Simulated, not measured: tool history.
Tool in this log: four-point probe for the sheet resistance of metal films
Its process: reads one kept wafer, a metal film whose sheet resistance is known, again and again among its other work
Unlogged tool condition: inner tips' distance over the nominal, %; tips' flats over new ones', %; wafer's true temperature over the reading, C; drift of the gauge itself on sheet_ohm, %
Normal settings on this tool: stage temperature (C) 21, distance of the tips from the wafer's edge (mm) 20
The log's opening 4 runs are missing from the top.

run,day,stage temperature (C),distance of the tips from the wafer's edge (mm),touches since the probe head was changed,hours of work since the stage's thermometer was calibrated,sheet resistance as the instrument gives it (ohm/square)
5,8.517,21,20,6733,1320,2.565599
6,10.758,21,22,7666,1342,2.564704
7,11.929,21,22,8154,1354,2.564996
8,14.642,25,20,9282,1381,2.550251
9,16.700,21,20,10139,1402,2.564095
10,18.188,22,20,10758,1416,2.560365
11,19.808,22,20,11433,1433,2.560917
12,21.658,22,20,12203,1451,2.560544
13,24.375,21,3,13335,1478,2.601322
14,26.279,27,20,14127,1497,2.541979
15,28.362,27,20,14994,1518,2.542865
16,31.025,27,20,16103,1545,2.541448
17,32.967,27,20,16912,1564,2.541211
18,34.096,27,20,17382,1576,2.541695
19,36.754,27,20,18487,1602,2.541233
20,39.183,23,20,19498,1627,2.554209
21,41.583,23,20,20498,1651,2.554997
22,43.088,21,20,21124,1666,2.561667
23,45.183,21,4,21996,1687,2.582092
24,46.442,21,4,22521,1699,2.582646
# day 46.654: stage's thermometer calibrated
25,47.712,24,22,23041,11,2.552676
26,50.233,18,41,24091,36,2.573083

Predict the results of run 27:
27,52.079,27,30,24858,54,?

sheet resistance as the instrument gives it (ohm/square): 2.539845
Were there no unlogged condition in the tool, this run, its random variation unchanged, would have produced sheet resistance as the instrument gives it (ohm/square) 2.551304.

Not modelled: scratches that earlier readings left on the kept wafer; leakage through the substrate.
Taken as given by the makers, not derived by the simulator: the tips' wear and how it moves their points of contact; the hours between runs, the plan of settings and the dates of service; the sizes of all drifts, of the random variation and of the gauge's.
